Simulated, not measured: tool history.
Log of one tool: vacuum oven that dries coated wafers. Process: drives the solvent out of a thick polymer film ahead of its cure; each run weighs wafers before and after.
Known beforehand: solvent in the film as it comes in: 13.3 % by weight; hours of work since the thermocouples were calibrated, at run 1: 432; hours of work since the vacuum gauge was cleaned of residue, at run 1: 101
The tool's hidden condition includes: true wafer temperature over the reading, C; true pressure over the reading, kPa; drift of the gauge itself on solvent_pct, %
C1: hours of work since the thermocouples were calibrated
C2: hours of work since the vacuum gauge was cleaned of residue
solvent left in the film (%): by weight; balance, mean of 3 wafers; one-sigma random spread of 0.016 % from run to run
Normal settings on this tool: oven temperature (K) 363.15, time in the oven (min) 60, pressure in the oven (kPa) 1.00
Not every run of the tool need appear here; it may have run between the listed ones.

Run 1, hour 0.0: usual settings; C1 432; C2 101. Result: solvent left in the film (%) 1.23.
Run 2, hour 46.1: usual settings; C1 460; C2 130. Result: solvent left in the film (%) 1.24.
Run 3, hour 76.5: usual settings; C1 479; C2 149. Result: solvent left in the film (%) 1.20.
Run 4, hour 113.8: usual settings; C1 502; C2 172. Result: solvent left in the film (%) 1.21.
Run 5, hour 145.4: usual settings; C1 521; C2 191. Result: solvent left in the film (%) 1.24.
Run 6, hour 209.7: usual settings; C1 561; C2 231. Result: solvent left in the film (%) 1.20.
Run 7, hour 243.1: usual settings but pressure in the oven (kPa) 2.65; C1 582; C2 251. Result: solvent left in the film (%) 2.11.
Run 8, hour 294.6: usual settings but pressure in the oven (kPa) 2.65; C1 613; C2 283. Result: solvent left in the film (%) 2.13.
Run 9, hour 338.2: usual settings; C1 640; C2 310. Result: solvent left in the film (%) 1.22.
Run 10, hour 366.2: usual settings; C1 657; C2 327. Result: solvent left in the film (%) 1.18.
Run 11, hour 428.0: usual settings; C1 695; C2 365. Result: solvent left in the film (%) 1.19.
Run 12, hour 459.0: usual settings; C1 715; C2 384. Result: solvent left in the film (%) 1.19.
At hour 511.2: oven's thermocouples calibrated.
Run 13, hour 518.5: usual settings; C1 5; C2 420. Result: solvent left in the film (%) 1.22.
Run 14, hour 579.9: usual settings; C1 42; C2 458. Result: solvent left in the film (%) 1.22.
Run 15, hour 644.7: usual settings but oven temperature (K) 355.15; C1 82; C2 497. Result: solvent left in the film (%) 2.43.
Run 16, hour 687.9: usual settings but oven temperature (K) 367.15, time in the oven (min) 51, pressure in the oven (kPa) 2.43; C1 109; C2 524. Result: solvent left in the film (%) 1.76.

Estimate the outcome of run 17 from the log above:
Run 17, hour 737.2: usual settings but oven temperature (K) 367.15, time in the oven (min) 87, pressure in the oven (kPa) 1.72; C1 139; C2 554. Result: solvent left in the film (%) ?.

Logged for run 17: solvent left in the film (%) 0.94.
Minus the tool's unlogged condition, the same run would have read solvent left in the film (%) 0.94.
